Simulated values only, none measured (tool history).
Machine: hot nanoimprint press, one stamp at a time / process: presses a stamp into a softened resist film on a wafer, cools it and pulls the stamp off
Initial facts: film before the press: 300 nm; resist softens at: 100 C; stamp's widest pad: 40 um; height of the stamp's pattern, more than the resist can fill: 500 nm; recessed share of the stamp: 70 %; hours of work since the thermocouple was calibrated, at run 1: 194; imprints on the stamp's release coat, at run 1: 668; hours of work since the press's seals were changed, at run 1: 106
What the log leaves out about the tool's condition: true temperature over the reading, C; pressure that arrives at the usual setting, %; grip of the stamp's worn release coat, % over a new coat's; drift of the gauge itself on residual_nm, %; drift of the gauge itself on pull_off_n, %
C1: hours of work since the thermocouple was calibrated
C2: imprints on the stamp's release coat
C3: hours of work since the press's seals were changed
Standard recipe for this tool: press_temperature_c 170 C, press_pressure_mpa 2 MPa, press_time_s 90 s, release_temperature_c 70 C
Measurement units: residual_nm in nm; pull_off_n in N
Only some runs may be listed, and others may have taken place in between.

{"run": 1, "day": 0.0, "press_temperature_c": 170, "press_pressure_mpa": 2, "press_time_s": 90, "release_temperature_c": 70, "C1": 194, "C2": 668, "C3": 106, "residual_nm": 120, "pull_off_n": 175}
{"run": 2, "day": 2.079, "press_temperature_c": 170, "press_pressure_mpa": 2, "press_time_s": 90, "release_temperature_c": 70, "C1": 223, "C2": 853, "C3": 136, "residual_nm": 119.9, "pull_off_n": 182}
{"run": 3, "day": 3.042, "press_temperature_c": 170, "press_pressure_mpa": 2, "press_time_s": 90, "release_temperature_c": 70, "C1": 237, "C2": 938, "C3": 149, "residual_nm": 120.3, "pull_off_n": 186}
{"run": 4, "day": 4.008, "press_temperature_c": 172, "press_pressure_mpa": 2, "press_time_s": 90, "release_temperature_c": 70, "C1": 250, "C2": 1024, "C3": 163, "residual_nm": 113.8, "pull_off_n": 183}
{"day": 6.229, "done": "stamp cleaned and given a new release coat"}
{"run": 5, "day": 6.242, "press_temperature_c": 170, "press_pressure_mpa": 2, "press_time_s": 90, "release_temperature_c": 69, "C1": 278, "C2": 2, "C3": 191, "residual_nm": 121.5, "pull_off_n": 149}
{"run": 6, "day": 7.946, "press_temperature_c": 170, "press_pressure_mpa": 2, "press_time_s": 90, "release_temperature_c": 69, "C1": 302, "C2": 153, "C3": 215, "residual_nm": 121.7, "pull_off_n": 160}
{"run": 7, "day": 9.054, "press_temperature_c": 170, "press_pressure_mpa": 2, "press_time_s": 90, "release_temperature_c": 68, "C1": 318, "C2": 252, "C3": 230, "residual_nm": 121.6, "pull_off_n": 171}
{"day": 10.817, "done": "plate thermocouple calibrated"}
{"run": 8, "day": 11.312, "press_temperature_c": 170, "press_pressure_mpa": 2, "press_time_s": 90, "release_temperature_c": 68, "C1": 7, "C2": 441, "C3": 261, "residual_nm": 127.3, "pull_off_n": 177}
{"run": 9, "day": 13.175, "press_temperature_c": 170, "press_pressure_mpa": 2, "press_time_s": 90, "release_temperature_c": 70, "C1": 33, "C2": 607, "C3": 287, "residual_nm": 127.4, "pull_off_n": 177}
{"run": 10, "day": 14.654, "press_temperature_c": 170, "press_pressure_mpa": 1.37, "press_time_s": 90, "release_temperature_c": 70, "C1": 54, "C2": 738, "C3": 308, "residual_nm": 156.8, "pull_off_n": 179}
{"run": 11, "day": 16.367, "press_temperature_c": 170, "press_pressure_mpa": 2.11, "press_time_s": 90, "release_temperature_c": 70, "C1": 78, "C2": 890, "C3": 332, "residual_nm": 124, "pull_off_n": 186}
{"run": 12, "day": 17.858, "press_temperature_c": 170, "press_pressure_mpa": 2.11, "press_time_s": 90, "release_temperature_c": 70, "C1": 99, "C2": 1023, "C3": 353, "residual_nm": 125.3, "pull_off_n": 192}
{"run": 13, "day": 19.617, "press_temperature_c": 170, "press_pressure_mpa": 2.11, "press_time_s": 92, "release_temperature_c": 70, "C1": 124, "C2": 1179, "C3": 378, "residual_nm": 125.2, "pull_off_n": 198}
{"day": 20.154, "done": "stamp cleaned and given a new release coat"}
{"day": 21.779, "done": "plate thermocouple calibrated, once more"}
{"run": 14, "day": 21.846, "press_temperature_c": 170, "press_pressure_mpa": 2, "press_time_s": 90, "release_temperature_c": 70, "C1": 1, "C2": 139, "C3": 404, "residual_nm": 119.5, "pull_off_n": 148}
{"run": 15, "day": 23.275, "press_temperature_c": 170, "press_pressure_mpa": 1.46, "press_time_s": 80, "release_temperature_c": 70, "C1": 21, "C2": 266, "C3": 424, "residual_nm": 147.5, "pull_off_n": 154}
{"run": 16, "day": 25.021, "press_temperature_c": 170, "press_pressure_mpa": 1.46, "press_time_s": 80, "release_temperature_c": 70, "C1": 46, "C2": 421, "C3": 449, "residual_nm": 147.8, "pull_off_n": 164}
{"run": 17, "day": 27.079, "press_temperature_c": 170, "press_pressure_mpa": 1.46, "press_time_s": 105, "release_temperature_c": 70, "C1": 75, "C2": 604, "C3": 478, "residual_nm": 136.2, "pull_off_n": 170}
{"run": 18, "day": 28.117, "press_temperature_c": 167, "press_pressure_mpa": 2.99, "press_time_s": 145, "release_temperature_c": 58, "C1": 90, "C2": 697, "C3": 493, "residual_nm": 89.1, "pull_off_n": 221}
{"run": 19, "day": 29.05, "press_temperature_c": 178, "press_pressure_mpa": 1.44, "press_time_s": 167, "release_temperature_c": 77, "C1": 103, "C2": 780, "C3": 506, "residual_nm": 94.4, "pull_off_n": 150}
{"run": 20, "day": 31.104, "press_temperature_c": 170, "press_pressure_mpa": 2.91, "press_time_s": 90, "release_temperature_c": 70, "C1": 132, "C2": 962, "C3": 535, "residual_nm": 98.5, "pull_off_n": 183}
{"run": 21, "day": 32.242, "press_temperature_c": 170, "press_pressure_mpa": 2.91, "press_time_s": 90, "release_temperature_c": 70, "C1": 148, "C2": 1063, "C3": 551, "residual_nm": 98, "pull_off_n": 187}
{"day": 34.058, "done": "stamp cleaned and given a new release coat"}
{"run": 22, "day": 34.662, "press_temperature_c": 170, "press_pressure_mpa": 2.91, "press_time_s": 90, "release_temperature_c": 70, "C1": 178, "C2": 54, "C3": 582, "residual_nm": 99.5, "pull_off_n": 150}
{"run": 23, "day": 36.333, "press_temperature_c": 170, "press_pressure_mpa": 2.91, "press_time_s": 90, "release_temperature_c": 70, "C1": 202, "C2": 203, "C3": 605, "residual_nm": 99.2, "pull_off_n": 157}
{"run": 24, "day": 38.317, "press_temperature_c": 170, "press_pressure_mpa": 2.91, "press_time_s": 90, "release_temperature_c": 70, "C1": 230, "C2": 379, "C3": 633, "residual_nm": 99.7, "pull_off_n": 167}
{"run": 25, "day": 40.479, "press_temperature_c": 158, "press_pressure_mpa": 2.24, "press_time_s": 90, "release_temperature_c": 71, "C1": 261, "C2": 571, "C3": 664, "residual_nm": 169.9, "pull_off_n": 168}
{"run": 26, "day": 42.3, "press_temperature_c": 158, "press_pressure_mpa": 2.24, "press_time_s": 146, "release_temperature_c": 63, "C1": 286, "C2": 733, "C3": 689, "residual_nm": 148.6, "pull_off_n": 204}
{"run": 27, "day": 43.296, "press_temperature_c": 164, "press_pressure_mpa": 2.83, "press_time_s": 47, "release_temperature_c": 73, "C1": 300, "C2": 822, "C3": 704, "residual_nm": 154.3, "pull_off_n": 169}
{"run": 28, "day": 44.95, "press_temperature_c": 170, "press_pressure_mpa": 1.74, "press_time_s": 90, "release_temperature_c": 70, "C1": 324, "C2": 969, "C3": 727, "residual_nm": 136.1, "pull_off_n": 184}

Here are 3 independent what-if runs from the current tool condition. What would each one return?
{"day": 46.358, "done": "plate thermocouple calibrated"}
{"run": "A", "day": 46.646, "press_temperature_c": 173, "press_pressure_mpa": 1.94, "press_time_s": 90, "release_temperature_c": 56, "C1": 4, "C2": 1108, "C3": 749, "residual_nm": "?", "pull_off_n": "?"}
{"day": 46.358, "done": "plate thermocouple calibrated"}
{"run": "B", "day": 46.646, "press_temperature_c": 170, "press_pressure_mpa": 1.74, "press_time_s": 133, "release_temperature_c": 70, "C1": 4, "C2": 1108, "C3": 749, "residual_nm": "?", "pull_off_n": "?"}
{"day": 46.358, "done": "plate thermocouple calibrated"}
{"run": "C", "day": 46.646, "press_temperature_c": 172, "press_pressure_mpa": 1.74, "press_time_s": 135, "release_temperature_c": 68, "C1": 4, "C2": 1108, "C3": 749, "residual_nm": "?", "pull_off_n": "?"}

run=A residual_nm=112.3 pull_off_n=240
run=B residual_nm=115 pull_off_n=186
run=C residual_nm=107.4 pull_off_n=193
Take away the tool's hidden state, keep each run's random variation, and the runs would have read:
run=A residual_nm=108.3 pull_off_n=190
run=B residual_nm=111.3 pull_off_n=147
run=C residual_nm=104 pull_off_n=152

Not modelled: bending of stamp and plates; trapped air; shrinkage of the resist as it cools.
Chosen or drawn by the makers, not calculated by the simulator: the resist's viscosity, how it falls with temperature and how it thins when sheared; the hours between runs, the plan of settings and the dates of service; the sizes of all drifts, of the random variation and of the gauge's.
